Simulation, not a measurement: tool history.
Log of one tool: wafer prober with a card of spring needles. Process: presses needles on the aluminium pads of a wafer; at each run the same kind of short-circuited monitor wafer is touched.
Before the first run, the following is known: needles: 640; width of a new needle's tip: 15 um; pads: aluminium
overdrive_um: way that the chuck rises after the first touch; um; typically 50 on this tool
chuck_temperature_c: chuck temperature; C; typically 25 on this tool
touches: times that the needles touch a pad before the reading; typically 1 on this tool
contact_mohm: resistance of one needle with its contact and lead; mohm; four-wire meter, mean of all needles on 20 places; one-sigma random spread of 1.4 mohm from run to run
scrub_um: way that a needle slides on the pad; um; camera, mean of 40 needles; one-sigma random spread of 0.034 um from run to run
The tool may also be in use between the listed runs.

| run | hour | overdrive_um | chuck_temperature_c | touches | contact_mohm | scrub_um |
|---|---|---|---|---|---|---|
| 1 | 0 | 50 | 25 | 1 | 127 | 10.27 |
|  | 8.8 | tips cleaned on abrasive film |
|  | 17.6 | tips cleaned on abrasive film |
|  | 26.4 | tips cleaned on abrasive film |
|  | 31 | height of the first contact set anew |
|  | 37.6 | tips cleaned on abrasive film |
|  | 48.6 | tips cleaned on abrasive film |
|  | 57.4 | tips cleaned on abrasive film |
|  | 68.3 | tips cleaned on abrasive film |
|  | 79.3 | tips cleaned on abrasive film |
| 2 | 87.9 | 50 | 25 | 1 | 125 | 10.29 |
|  | 90.1 | tips cleaned on abrasive film |
|  | 101.1 | tips cleaned on abrasive film |
|  | 112.1 | tips cleaned on abrasive film |
|  | 123 | tips cleaned on abrasive film |
|  | 131.8 | tips cleaned on abrasive film |
|  | 142.8 | tips cleaned on abrasive film |
|  | 152.1 | tips cleaned on abrasive film |
| 3 | 152.1 | 50 | 25 | 2 | 125 | 10.19 |
|  | 163.1 | tips cleaned on abrasive film |
|  | 174 | tips cleaned on abrasive film |
|  | 182.8 | tips cleaned on abrasive film |
|  | 191.6 | tips cleaned on abrasive film |
|  | 200.4 | tips cleaned on abrasive film |
|  | 211.4 | tips cleaned on abrasive film |
|  | 220.1 | tips cleaned on abrasive film |
|  | 228.9 | tips cleaned on abrasive film |
|  | 238.6 | tips cleaned on abrasive film |
| 4 | 238.6 | 66 | 25 | 2 | 121 | 13.54 |
|  | 249.6 | tips cleaned on abrasive film |
|  | 249.9 | height of the first contact set anew |
|  | 258.6 | tips cleaned on abrasive film |
|  | 267.4 | tips cleaned on abrasive film |
|  | 278.4 | tips cleaned on abrasive film |
|  | 289.3 | tips cleaned on abrasive film |
|  | 298.1 | tips cleaned on abrasive film |
| 5 | 299.3 | 66 | 25 | 2 | 120 | 13.55 |
|  | 308.1 | tips cleaned on abrasive film |
|  | 316.8 | tips cleaned on abrasive film |
|  | 325.6 | tips cleaned on abrasive film |
|  | 336.6 | tips cleaned on abrasive film |
|  | 347.5 | tips cleaned on abrasive film |
| 6 | 352.9 | 39 | 25 | 2 | 132 | 8.03 |
|  | 357.4 | tips cleaned on abrasive film |
|  | 366.2 | tips cleaned on abrasive film |
|  | 374.9 | tips cleaned on abrasive film |
|  | 383.7 | tips cleaned on abrasive film |
|  | 394.7 | tips cleaned on abrasive film |
|  | 403.5 | tips cleaned on abrasive film |
|  | 414.4 | tips cleaned on abrasive film |
| 7 | 421.3 | 50 | 25 | 1 | 122 | 10.23 |
|  | 423.6 | tips cleaned on abrasive film |
|  | 432.4 | tips cleaned on abrasive film |
|  | 441.2 | tips cleaned on abrasive film |
|  | 452.1 | tips cleaned on abrasive film |
|  | 460.9 | tips cleaned on abrasive film |
|  | 467.7 | height of the first contact set anew |
|  | 470 | tips cleaned on abrasive film |
|  | 480.9 | tips cleaned on abrasive film |
|  | 489.7 | tips cleaned on abrasive film |
|  | 500.7 | tips cleaned on abrasive film |
| 8 | 506.4 | 50 | 25 | 1 | 125 | 10.15 |
|  | 510.8 | tips cleaned on abrasive film |
|  | 519.6 | tips cleaned on abrasive film |
|  | 530.6 | tips cleaned on abrasive film |
|  | 541.5 | tips cleaned on abrasive film |
|  | 550.3 | tips cleaned on abrasive film |
|  | 559.1 | tips cleaned on abrasive film |
|  | 570.1 | tips cleaned on abrasive film |
|  | 581 | tips cleaned on abrasive film |
| 9 | 584.5 | 50 | 25 | 1 | 124 | 10.19 |
|  | 591.1 | tips cleaned on abrasive film |
|  | 599.9 | tips cleaned on abrasive film |
|  | 608.7 | tips cleaned on abrasive film |
|  | 619.6 | tips cleaned on abrasive film |
|  | 630.6 | tips cleaned on abrasive film |
|  | 639.4 | tips cleaned on abrasive film |
|  | 648.2 | tips cleaned on abrasive film |
|  | 657 | tips cleaned on abrasive film |
|  | 665.7 | tips cleaned on abrasive film |
| 10 | 673.2 | 50 | 25 | 1 | 126 | 10.19 |
|  | 675.5 | tips cleaned on abrasive film |
|  | 684.2 | tips cleaned on abrasive film |
|  | 686.7 | height of the first contact set anew |
|  | 695.5 | tips cleaned on abrasive film |
|  | 706.5 | tips cleaned on abrasive film |
|  | 715.2 | tips cleaned on abrasive film |
| 11 | 723.1 | 39 | 98 | 2 | 145 | 7.94 |
|  | 725.4 | tips cleaned on abrasive film |
|  | 734.1 | tips cleaned on abrasive film |
|  | 745.1 | tips cleaned on abrasive film |
|  | 756.1 | tips cleaned on abrasive film |
|  | 764.8 | tips cleaned on abrasive film |
|  | 773.6 | tips cleaned on abrasive film |
|  | 784.6 | tips cleaned on abrasive film |
|  | 795.5 | tips cleaned on abrasive film |
|  | 804.3 | tips cleaned on abrasive film |
| 12 | 812.8 | 39 | 98 | 2 | 144 | 7.98 |
|  | 815.1 | tips cleaned on abrasive film |
|  | 823.8 | tips cleaned on abrasive film |
|  | 834.8 | tips cleaned on abrasive film |
|  | 843.6 | tips cleaned on abrasive film |
|  | 854.5 | tips cleaned on abrasive film |
|  | 865.5 | tips cleaned on abrasive film |
|  | 874.3 | tips cleaned on abrasive film |
|  | 885.2 | tips cleaned on abrasive film |
|  | 894 | tips cleaned on abrasive film |
| 13 | 897.8 | 39 | 98 | 2 | 148 | 7.9 |
|  | 904.4 | tips cleaned on abrasive film |
|  | 904.7 | height of the first contact set anew |
|  | 915.7 | tips cleaned on abrasive film |
|  | 924.5 | tips cleaned on abrasive film |
|  | 935.4 | tips cleaned on abrasive film |
| 14 | 937.9 | 32 | 81 | 1 | 150 | 6.46 |
|  | 944.5 | tips cleaned on abrasive film |
|  | 953.3 | tips cleaned on abrasive film |
|  | 964.3 | tips cleaned on abrasive film |
|  | 973 | tips cleaned on abrasive film |
|  | 984 | tips cleaned on abrasive film |
|  | 995 | tips cleaned on abrasive film |
|  | 1003.7 | tips cleaned on abrasive film |
|  | 1014.7 | tips cleaned on abrasive film |
| 15 | 1020.5 | 47 | 106 | 1 | 140 | 9.5 |
|  | 1024.9 | tips cleaned on abrasive film |
|  | 1033.7 | tips cleaned on abrasive film |
|  | 1042.5 | tips cleaned on abrasive film |
|  | 1051.3 | tips cleaned on abrasive film |
|  | 1060.1 | tips cleaned on abrasive film |
|  | 1071 | tips cleaned on abrasive film |
|  | 1079.8 | tips cleaned on abrasive film |
| 16 | 1082.4 | 41 | 42 | 2 | 134 | 8.32 |
|  | 1089.1 | tips cleaned on abrasive film |
|  | 1097.8 | tips cleaned on abrasive film |
|  | 1104.4 | gauge calibrated |
|  | 1108.8 | tips cleaned on abrasive film |
|  | 1119.8 | tips cleaned on abrasive film |
|  | 1124.4 | height of the first contact set anew |
| 17 | 1127.9 | 50 | 72 | 2 | 135 | 10.28 |
|  | 1130.1 | tips cleaned on abrasive film |
|  | 1141.1 | tips cleaned on abrasive film |
|  | 1152.1 | tips cleaned on abrasive film |
|  | 1160.8 | tips cleaned on abrasive film |
|  | 1169.6 | tips cleaned on abrasive film |
| 18 | 1169.8 | 44 | 51 | 2 | 134 | 9 |
|  | 1178.5 | tips cleaned on abrasive film |
|  | 1187.3 | tips cleaned on abrasive film |
|  | 1198.3 | tips cleaned on abrasive film |
|  | 1207.1 | tips cleaned on abrasive film |
|  | 1215.8 | tips cleaned on abrasive film |
| 19 | 1221.3 | 32 | 25 | 1 | 136 | 6.56 |
|  | 1225.7 | tips cleaned on abrasive film |
|  | 1236.7 | tips cleaned on abrasive film |
|  | 1245.5 | tips cleaned on abrasive film |
|  | 1256.4 | tips cleaned on abrasive film |
| 20 | 1258.6 | 34 | 25 | 1 | 137 | 6.99 |

5 options for the next run, each taken on its own from the tool as it stands now. Forecast them:
|  | 1265.3 | tips cleaned on abrasive film |
|  | 1274.1 | tips cleaned on abrasive film |
|  | 1282.9 | tips cleaned on abrasive film |
|  | 1293.8 | tips cleaned on abrasive film |
| A | 1300.8 | 36 | 49 | 1 | ? | ? |
|  | 1265.3 | tips cleaned on abrasive film |
|  | 1274.1 | tips cleaned on abrasive film |
|  | 1282.9 | tips cleaned on abrasive film |
|  | 1293.8 | tips cleaned on abrasive film |
| B | 1300.8 | 34 | 96 | 3 | ? | ? |
|  | 1265.3 | tips cleaned on abrasive film |
|  | 1274.1 | tips cleaned on abrasive film |
|  | 1282.9 | tips cleaned on abrasive film |
|  | 1293.8 | tips cleaned on abrasive film |
| C | 1300.8 | 35 | 32 | 2 | ? | ? |
|  | 1265.3 | tips cleaned on abrasive film |
|  | 1274.1 | tips cleaned on abrasive film |
|  | 1282.9 | tips cleaned on abrasive film |
|  | 1293.8 | tips cleaned on abrasive film |
| D | 1300.8 | 34 | 25 | 3 | ? | ? |
|  | 1265.3 | tips cleaned on abrasive film |
|  | 1274.1 | tips cleaned on abrasive film |
|  | 1282.9 | tips cleaned on abrasive film |
|  | 1293.8 | tips cleaned on abrasive film |
| E | 1300.8 | 62 | 118 | 1 | ? | ? |

| run | contact_mohm | scrub_um |
|---|---|---|
| A | 139 | 7.37 |
| B | 147 | 6.96 |
| C | 135 | 7.22 |
| D | 136 | 6.99 |
| E | 137 | 12.76 |
Stripped of hidden state, with their random variation kept, the same runs would have yielded:
| run | contact_mohm | scrub_um |
|---|---|---|
| A | 139 | 7.39 |
| B | 147 | 6.98 |
| C | 134 | 7.24 |
| D | 136 | 7.01 |
| E | 136 | 12.81 |
